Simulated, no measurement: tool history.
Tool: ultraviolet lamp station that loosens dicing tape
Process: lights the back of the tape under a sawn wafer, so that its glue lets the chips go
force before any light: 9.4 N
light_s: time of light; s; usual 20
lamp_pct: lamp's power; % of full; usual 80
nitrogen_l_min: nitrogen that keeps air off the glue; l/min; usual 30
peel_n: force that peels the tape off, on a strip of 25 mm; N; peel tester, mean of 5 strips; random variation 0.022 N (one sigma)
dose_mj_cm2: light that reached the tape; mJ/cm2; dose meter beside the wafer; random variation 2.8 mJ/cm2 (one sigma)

| run | hour | light_s | lamp_pct | nitrogen_l_min | peel_n | dose_mj_cm2 |
|---|---|---|---|---|---|---|
| 1 | 0.0 | 20 | 80 | 30 | 1.452 | 332 |
| 2 | 23.5 | 20 | 61 | 30 | 2.261 | 245 |
| 3 | 41.2 | 20 | 80 | 30 | 1.450 | 327 |
| 4 | 58.2 | 20 | 80 | 30 | 1.460 | 320 |
| 5 | 85.5 | 20 | 80 | 31 | 1.629 | 325 |
| 6 | 110.3 | 20 | 80 | 31 | 1.575 | 324 |
| 7 | 126.4 | 20 | 80 | 30 | 1.583 | 325 |
| 8 | 144.9 | 20 | 80 | 30 | 1.676 | 317 |
| 9 | 167.9 | 15 | 80 | 30 | 2.560 | 229 |
| 10 | 193.2 | 15 | 80 | 30 | 2.581 | 234 |
| 11 | 219.7 | 20 | 80 | 9 | 3.005 | 304 |
| 12 | 233.1 | 17 | 80 | 9 | 3.554 | 257 |
| 13 | 253.3 | 17 | 80 | 9 | 3.635 | 255 |
| 14 | 270.2 | 17 | 80 | 9 | 3.559 | 254 |
| 15 | 293.8 | 17 | 80 | 9 | 3.720 | 249 |
| 16 | 316.3 | 14 | 80 | 30 | 2.927 | 206 |
| 17 | 334.7 | 14 | 80 | 30 | 3.062 | 201 |
| 18 | 355.5 | 14 | 80 | 30 | 3.054 | 200 |
| 19 | 380.2 | 29 | 80 | 30 | 0.947 | 415 |
|  | 382.7 | window cleaned of glue's vapour |
| 20 | 400.7 | 29 | 80 | 30 | 1.206 | 369 |
| 21 | 427.8 | 29 | 80 | 30 | 1.226 | 372 |
|  | 432.2 | window cleaned of glue's vapour, once more |
| 22 | 448.3 | 29 | 80 | 30 | 0.734 | 466 |
| 23 | 470.9 | 28 | 62 | 30 | 1.387 | 344 |
| 24 | 490.9 | 19 | 71 | 39 | 1.909 | 264 |
| 25 | 511.0 | 19 | 71 | 39 | 1.990 | 263 |
| 26 | 537.9 | 20 | 71 | 51 | 1.591 | 277 |
| 27 | 559.5 | 20 | 71 | 51 | 1.680 | 272 |
| 28 | 585.6 | 13 | 80 | 34 | 2.936 | 201 |
| 29 | 607.4 | 13 | 80 | 27 | 3.195 | 197 |
| 30 | 621.6 | 35 | 83 | 13 | 0.956 | 551 |
| 31 | 644.3 | 38 | 69 | 30 | 0.697 | 485 |
| 32 | 670.8 | 38 | 69 | 30 | 0.709 | 481 |
| 33 | 683.8 | 38 | 60 | 50 | 0.717 | 412 |
| 34 | 695.9 | 30 | 61 | 11 | 2.459 | 337 |
| 35 | 721.5 | 30 | 61 | 11 | 2.494 | 328 |
| 36 | 749.5 | 38 | 74 | 25 | 0.753 | 496 |
| 37 | 763.8 | 24 | 70 | 30 | 1.788 | 295 |
| 38 | 781.3 | 15 | 70 | 30 | 3.330 | 188 |
| 39 | 800.3 | 22 | 92 | 28 | 1.398 | 349 |
| 40 | 825.3 | 20 | 80 | 31 | 1.900 | 277 |
| 41 | 846.8 | 22 | 67 | 27 | 2.469 | 250 |
| 42 | 865.3 | 20 | 97 | 30 | 1.536 | 326 |
| 43 | 884.6 | 24 | 81 | 30 | 1.521 | 328 |
| 44 | 901.6 | 16 | 71 | 27 | 3.430 | 188 |

Some steps in peel_n between neighbouring runs. How much of each would the tool show without its hidden state too (settings, what came in, random variation), and how much is left for the hidden state, with any gauge scatter that isn't in both results?
The hidden state here: lamp's light, % of a new lamp's; light that the window lets through, % of a clean one's; drift of the gauge itself on peel_n, %; drift of the gauge itself on dose_mj_cm2, %.
Run 18 -> 19: light_s 14 -> 29. peel_n -2.107 N: hidden state -0.543, all else -1.564.
Run 29 -> 30: light_s 13 -> 35, lamp_pct 80 -> 83, nitrogen_l_min 27 -> 13. peel_n -2.239 N: hidden state -0.452, all else -1.787.
Run 33 -> 34: light_s 38 -> 30, lamp_pct 60 -> 61, nitrogen_l_min 50 -> 11. peel_n +1.742 N: hidden state +0.554, all else +1.188.
Run 35 -> 36: light_s 30 -> 38, lamp_pct 61 -> 74, nitrogen_l_min 11 -> 25. peel_n -1.741 N: hidden state -0.545, all else -1.196.
Run 38 -> 39: light_s 15 -> 22, lamp_pct 70 -> 92, nitrogen_l_min 30 -> 28. peel_n -1.932 N: hidden state -0.412, all else -1.520.
